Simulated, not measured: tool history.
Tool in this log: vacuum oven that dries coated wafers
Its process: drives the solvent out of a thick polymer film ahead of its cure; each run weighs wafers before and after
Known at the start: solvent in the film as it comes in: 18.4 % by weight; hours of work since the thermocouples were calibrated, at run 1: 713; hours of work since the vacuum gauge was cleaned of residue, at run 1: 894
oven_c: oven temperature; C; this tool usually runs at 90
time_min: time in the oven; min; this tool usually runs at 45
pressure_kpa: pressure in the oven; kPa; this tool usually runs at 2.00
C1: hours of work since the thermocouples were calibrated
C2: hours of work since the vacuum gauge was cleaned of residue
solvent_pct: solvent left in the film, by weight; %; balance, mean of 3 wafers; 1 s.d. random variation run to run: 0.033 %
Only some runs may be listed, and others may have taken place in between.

{"run": 1, "hour": 0.0, "oven_c": 90, "time_min": 45, "pressure_kpa": 2.0, "C1": 713, "C2": 894, "solvent_pct": 1.52}
{"run": 2, "hour": 23.8, "oven_c": 90, "time_min": 45, "pressure_kpa": 2.0, "C1": 724, "C2": 906, "solvent_pct": 1.51}
{"run": 3, "hour": 66.0, "oven_c": 90, "time_min": 45, "pressure_kpa": 2.0, "C1": 744, "C2": 926, "solvent_pct": 1.52}
{"run": 4, "hour": 118.1, "oven_c": 90, "time_min": 27, "pressure_kpa": 2.0, "C1": 769, "C2": 951, "solvent_pct": 3.14}
{"run": 5, "hour": 152.0, "oven_c": 90, "time_min": 27, "pressure_kpa": 2.0, "C1": 785, "C2": 967, "solvent_pct": 3.12}
{"hour": 191.6, "done": "oven's thermocouples calibrated"}
{"run": 6, "hour": 199.2, "oven_c": 90, "time_min": 45, "pressure_kpa": 2.0, "C1": 4, "C2": 988, "solvent_pct": 1.45}
{"run": 7, "hour": 233.4, "oven_c": 90, "time_min": 45, "pressure_kpa": 2.0, "C1": 20, "C2": 1004, "solvent_pct": 1.46}
{"run": 8, "hour": 278.5, "oven_c": 90, "time_min": 45, "pressure_kpa": 2.0, "C1": 41, "C2": 1026, "solvent_pct": 1.47}
{"run": 9, "hour": 299.6, "oven_c": 90, "time_min": 45, "pressure_kpa": 2.0, "C1": 51, "C2": 1036, "solvent_pct": 1.51}
{"run": 10, "hour": 329.7, "oven_c": 90, "time_min": 45, "pressure_kpa": 2.0, "C1": 66, "C2": 1050, "solvent_pct": 1.55}
{"hour": 370.0, "done": "oven's thermocouples calibrated, once more"}
{"run": 11, "hour": 372.9, "oven_c": 90, "time_min": 45, "pressure_kpa": 2.0, "C1": 1, "C2": 1070, "solvent_pct": 1.76}
{"run": 12, "hour": 423.6, "oven_c": 90, "time_min": 45, "pressure_kpa": 2.0, "C1": 25, "C2": 1094, "solvent_pct": 1.73}
{"run": 13, "hour": 455.9, "oven_c": 90, "time_min": 45, "pressure_kpa": 2.0, "C1": 41, "C2": 1109, "solvent_pct": 1.8}
{"run": 14, "hour": 493.8, "oven_c": 90, "time_min": 45, "pressure_kpa": 2.0, "C1": 59, "C2": 1127, "solvent_pct": 1.75}
{"run": 15, "hour": 540.2, "oven_c": 90, "time_min": 45, "pressure_kpa": 2.0, "C1": 81, "C2": 1149, "solvent_pct": 1.78}
{"run": 16, "hour": 575.2, "oven_c": 90, "time_min": 45, "pressure_kpa": 2.0, "C1": 97, "C2": 1166, "solvent_pct": 1.74}
{"run": 17, "hour": 627.0, "oven_c": 90, "time_min": 45, "pressure_kpa": 2.0, "C1": 122, "C2": 1190, "solvent_pct": 1.69}
{"run": 18, "hour": 677.4, "oven_c": 88, "time_min": 76, "pressure_kpa": 1.18, "C1": 146, "C2": 1214, "solvent_pct": 0.81}
{"run": 19, "hour": 707.1, "oven_c": 88, "time_min": 76, "pressure_kpa": 1.18, "C1": 160, "C2": 1228, "solvent_pct": 0.92}
{"run": 20, "hour": 746.9, "oven_c": 93, "time_min": 26, "pressure_kpa": 7.58, "C1": 179, "C2": 1247, "solvent_pct": 4.39}
{"run": 21, "hour": 789.9, "oven_c": 95, "time_min": 30, "pressure_kpa": 6.49, "C1": 199, "C2": 1268, "solvent_pct": 3.17}
{"run": 22, "hour": 824.3, "oven_c": 79, "time_min": 29, "pressure_kpa": 7.46, "C1": 216, "C2": 1284, "solvent_pct": 8.69}

What will run 23 give?
{"run": 23, "hour": 863.1, "oven_c": 98, "time_min": 45, "pressure_kpa": 1.1, "C1": 234, "C2": 1302, "solvent_pct": "?"}

solvent_pct: 0.60 %
On a tool with no hidden condition, and with the same random variation, this run would have come out at solvent_pct 0.41 %.

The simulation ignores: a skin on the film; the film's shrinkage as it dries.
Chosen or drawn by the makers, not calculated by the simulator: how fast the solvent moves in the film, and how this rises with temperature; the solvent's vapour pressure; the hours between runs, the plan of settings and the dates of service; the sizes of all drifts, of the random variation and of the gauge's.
